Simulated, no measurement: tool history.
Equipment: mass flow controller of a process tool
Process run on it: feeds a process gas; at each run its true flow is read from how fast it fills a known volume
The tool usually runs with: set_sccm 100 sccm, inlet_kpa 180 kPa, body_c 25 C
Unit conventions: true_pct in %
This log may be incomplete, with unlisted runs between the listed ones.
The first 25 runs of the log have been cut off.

run      day  set_sccm  inlet_kpa  body_c  hours of work since the controller was set to zero  hours of work since the controller was changed  true_pct
 26  104.779       118        166      22                                                2853                                            2853     98.03
 27  107.604        59        245      34                                                2880                                            2880     97.93
 28  111.442        53        223      25                                                2916                                            2916     97.13
 29  117.067        58        223      23                                                2969                                            2969     97.04
 30  122.829        58        223      23                                                3023                                            3023     97.06
 31  125.671       100        212      35                                                3050                                            3050     98.57
 32  128.312       194        212      37                                                3075                                            3075     99.66
     128.858  -- controller's zero set anew
 33  132.246       194        212      37                                                  32                                            3111     99.53
 34  136.975        25        180      22                                                  76                                            3156     94.57
 35  142.546        25        205      20                                                 129                                            3208     94.41
 36  148.179       100        180      26                                                 182                                            3261     97.77
     148.746  -- controller's zero set anew, once more
 37  154.058       100        264      26                                                  50                                            3317     98.28
 38  156.558       100        205      30                                                  74                                            3340     98.65
 39  159.150       100        184      30                                                  98                                            3365     98.65
 40  163.733       100        156      30                                                 141                                            3408     98.78
 41  166.975       100        156      30                                                 172                                            3438     98.65
 42  169.446       122        156      40                                                 195                                            3461     99.49
 43  174.408        98        254      37                                                 242                                            3508     99.02
 44  179.062        98        254      37                                                 285                                            3552     98.94
 45  182.225       141        151      37                                                 315                                            3582     99.44
 46  186.675       113        255      22                                                 357                                            3624     97.91

Forecast each of these 5 alternatives for the next run:
  A  189.596        50        216      28                                                 385                                            3651         ?
  B  189.596        28        261      38                                                 385                                            3651         ?
  C  189.596        69        180      38                                                 385                                            3651         ?
  D  189.596       113        178      22                                                 385                                            3651         ?
  E  189.596        22        271      22                                                 385                                            3651         ?

run  true_pct
  A     97.93
  B     98.08
  C     98.90
  D     98.07
  E     96.78
With the hidden condition removed and each run's random variation left untouched, the same runs would have given:
run  true_pct
  A     99.31
  B     99.69
  C    100.20
  D     99.29
  E     98.54
